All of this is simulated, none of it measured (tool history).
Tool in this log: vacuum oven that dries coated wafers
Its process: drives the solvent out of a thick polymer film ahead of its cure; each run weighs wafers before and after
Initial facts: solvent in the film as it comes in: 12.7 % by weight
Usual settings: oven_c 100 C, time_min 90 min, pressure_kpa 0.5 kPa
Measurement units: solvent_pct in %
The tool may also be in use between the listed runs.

run   hour  oven_c  time_min  pressure_kpa  solvent_pct
  1      0     100        90           0.5         2.27
  2     37     100        90           0.5         2.26
  3   70.6     100        90           0.5         2.26
  4  105.1     100        90           0.5         2.25
  5  124.4     100        90           0.5         2.24
  6  154.9     100        90           0.5         2.21
  7  186.4     100        90           0.5         2.23
  8  223.1     100        90           0.5         2.25
     226.6  -- vacuum gauge cleaned of residue and calibrated
  9    261     100        90         1.886          2.9
 10  287.1      87        49         0.445         7.33
 11  317.9      87        49         0.445         7.25
 12    341      87        49         0.445         7.27
     377.9  -- vacuum gauge cleaned of residue and calibrated, once more
 13  379.6     100        51         0.682          4.2
 14  413.1      91        64         0.548         5.53
 15    436     110        96         1.352         0.83
 16  461.7      97        60         1.238         4.56
 17    481      97        60         1.238         4.55
 18    518      97        55         1.238         4.85

Below are 5 alternative next runs, each starting from the tool's condition after run 18. Predict each:
  A  553.1      92       131         0.688            ?
  B  553.1     107        51         0.865            ?
  C  553.1      92        55         0.409            ?
  D  553.1     114        59         0.539            ?
  E  553.1      97       140         1.089            ?

run  solvent_pct
  A         2.74
  B         2.55
  C         5.77
  D         0.84
  E         1.74
The same runs, with their run-to-run variation unchanged, on a tool lacking any hidden condition would have given:
run  solvent_pct
  A         3.11
  B         2.89
  C         6.12
  D         1.04
  E         2.02
